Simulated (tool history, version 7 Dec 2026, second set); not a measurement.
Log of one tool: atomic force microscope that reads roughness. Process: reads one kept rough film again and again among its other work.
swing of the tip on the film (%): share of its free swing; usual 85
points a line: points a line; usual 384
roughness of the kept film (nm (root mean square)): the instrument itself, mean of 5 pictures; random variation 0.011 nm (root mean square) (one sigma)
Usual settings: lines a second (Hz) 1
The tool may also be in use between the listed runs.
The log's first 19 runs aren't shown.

run	hour	lines a second (Hz)	swing of the tip on the film (%)	points a line	roughness of the kept film (nm (root mean square))
# hour 704.9: new tip fitted
20	713.5	1	85	261	2.386
21	751.2	1	87	384	2.375
22	785.9	1	87	384	2.333
23	814.4	1	87	384	2.312
24	851.1	3.4	76	384	2.093
# hour 881.1: new tip fitted
25	896.7	3.4	76	384	2.216
26	933.1	1	65	384	2.514
# hour 938.7: height scale calibrated on a step standard
27	971.4	1	65	384	2.472
28	1022.7	1	72	460	2.397
29	1051.5	1.45	80	431	2.267
# hour 1056.6: new tip fitted
30	1098.2	2.78	58	268	2.452
31	1131.2	2.78	58	268	2.415
32	1159.7	2.78	58	268	2.388
33	1206.6	2.51	60	435	2.363
# hour 1234.5: new tip fitted
34	1236.7	0.55	59	525	2.604
# hour 1242.3: height scale calibrated on a step standard, once more
35	1267.6	1.81	85	827	2.273
36	1306.9	1	60	384	2.517
37	1342.4	1	60	384	2.487
38	1369	0.93	85	733	2.35
# hour 1412.2: new tip fitted
39	1412.8	3.44	59	999	2.472
40	1440.2	1.68	81	525	2.351
41	1484.3	1.42	55	384	2.505
42	1533.4	3.79	82	323	1.96
43	1555.5	2.2	61	264	2.362

5 ways to go on from here, each from the tool as it stands after run 43. What would each give?
# hour 1591.5: new tip fitted
A	1597.5	2.2	72	264	?
# hour 1591.5: new tip fitted
B	1597.5	2.2	61	591	?
# hour 1591.5: new tip fitted
C	1597.5	1	81	384	?
# hour 1591.5: new tip fitted
D	1597.5	0.66	88	415	?
# hour 1591.5: new tip fitted
E	1597.5	0.81	85	288	?

run	roughness of the kept film (nm (root mean square))
A	2.39
B	2.511
C	2.453
D	2.472
E	2.451
Without the tool's hidden state the same runs would have given:
run	roughness of the kept film (nm (root mean square))
A	2.408
B	2.53
C	2.472
D	2.491
E	2.47
